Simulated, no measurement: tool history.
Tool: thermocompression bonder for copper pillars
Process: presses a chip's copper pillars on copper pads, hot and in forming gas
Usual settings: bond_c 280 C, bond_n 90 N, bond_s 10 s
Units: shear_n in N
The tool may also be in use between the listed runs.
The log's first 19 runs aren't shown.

run	hour	bond_c	bond_n	bond_s	hours of work since the heater was calibrated	hours of work since the force cell was calibrated	hours of work since the gas filter was changed	shear_n
20	157.7	291	103	10	212	351	150	52.3
21	168.1	291	103	10	218	357	156	53
22	175.2	280	65	12	222	361	161	34.2
23	182.9	274	69	21	227	365	165	42.3
# hour 185.5: heater calibrated with a thermocouple chip
24	192.9	259	102	10	4	370	170	40.1
25	197.8	280	75	10	7	373	173	36.5
26	208	282	112	26	13	379	179	68.2
27	214.1	282	112	26	17	382	182	68.7
28	224.8	266	55	5	23	389	188	16.6
29	236.1	280	91	25	30	395	195	58.1
# hour 239.2: heater calibrated with a thermocouple chip, once more
30	243.6	275	105	6	3	399	198	39.6
31	254.1	275	105	6	9	405	204	39.4
32	261.7	275	105	6	13	409	209	39.1
33	270.2	275	105	6	18	414	214	40

5 ways to go on from here, each from the tool as it stands after run 33. What would each give?
A	281.5	267	81	5	25	421	220	?
B	281.5	261	91	10	25	421	220	?
C	281.5	309	86	20	25	421	220	?
D	281.5	251	115	12	25	421	220	?
E	281.5	280	90	15	25	421	220	?

run	shear_n
A	26.1
B	36.7
C	63.7
D	44.1
E	48.9
Without the tool's hidden state the same runs would have given:
run	shear_n
A	26.5
B	37.2
C	64.8
D	44.8
E	49.6

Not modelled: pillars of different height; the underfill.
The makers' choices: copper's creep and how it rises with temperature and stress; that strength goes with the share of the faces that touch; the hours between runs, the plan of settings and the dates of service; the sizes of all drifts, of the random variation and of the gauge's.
